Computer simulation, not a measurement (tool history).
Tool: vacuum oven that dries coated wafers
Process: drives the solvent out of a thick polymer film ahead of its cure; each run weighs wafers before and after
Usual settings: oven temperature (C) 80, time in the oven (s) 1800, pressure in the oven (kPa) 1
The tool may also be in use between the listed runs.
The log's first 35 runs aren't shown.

run,day,oven temperature (C),time in the oven (s),pressure in the oven (kPa),hours of work since the thermocouples were calibrated,hours of work since the vacuum gauge was cleaned of residue,solvent left in the film (%)
36,20.642,84,2040,1.98,196,262,4.68
37,21.183,84,2040,0.6,203,269,3.13
38,21.538,84,2040,0.6,207,274,3.15
39,21.896,79,900,3.34,212,278,12.75
40,22.45,91,1380,1.56,218,285,3.96
41,22.975,91,1380,1.56,225,292,3.98
42,23.512,85,1380,1.13,232,298,5.62
43,23.988,71,1680,1.89,238,304,11.02
44,24.554,71,1680,1.89,245,311,10.95
45,25.35,71,1680,1.89,255,321,10.93

5 ways to go on from here, each from the tool as it stands after run 45. What would each give?
A,26.079,81,1020,1.78,264,331,?
B,26.079,92,1440,1,264,331,?
C,26.079,80,2640,1,264,331,?
D,26.079,91,1980,2.27,264,331,?
E,26.079,92,1800,1.3,264,331,?

run,solvent left in the film (%)
A,9.86
B,3.01
C,3.51
D,3.13
E,2.36
Without the tool's hidden state the same runs would have given:
run,solvent left in the film (%)
A,9.88
B,3.02
C,3.51
D,3.14
E,2.37
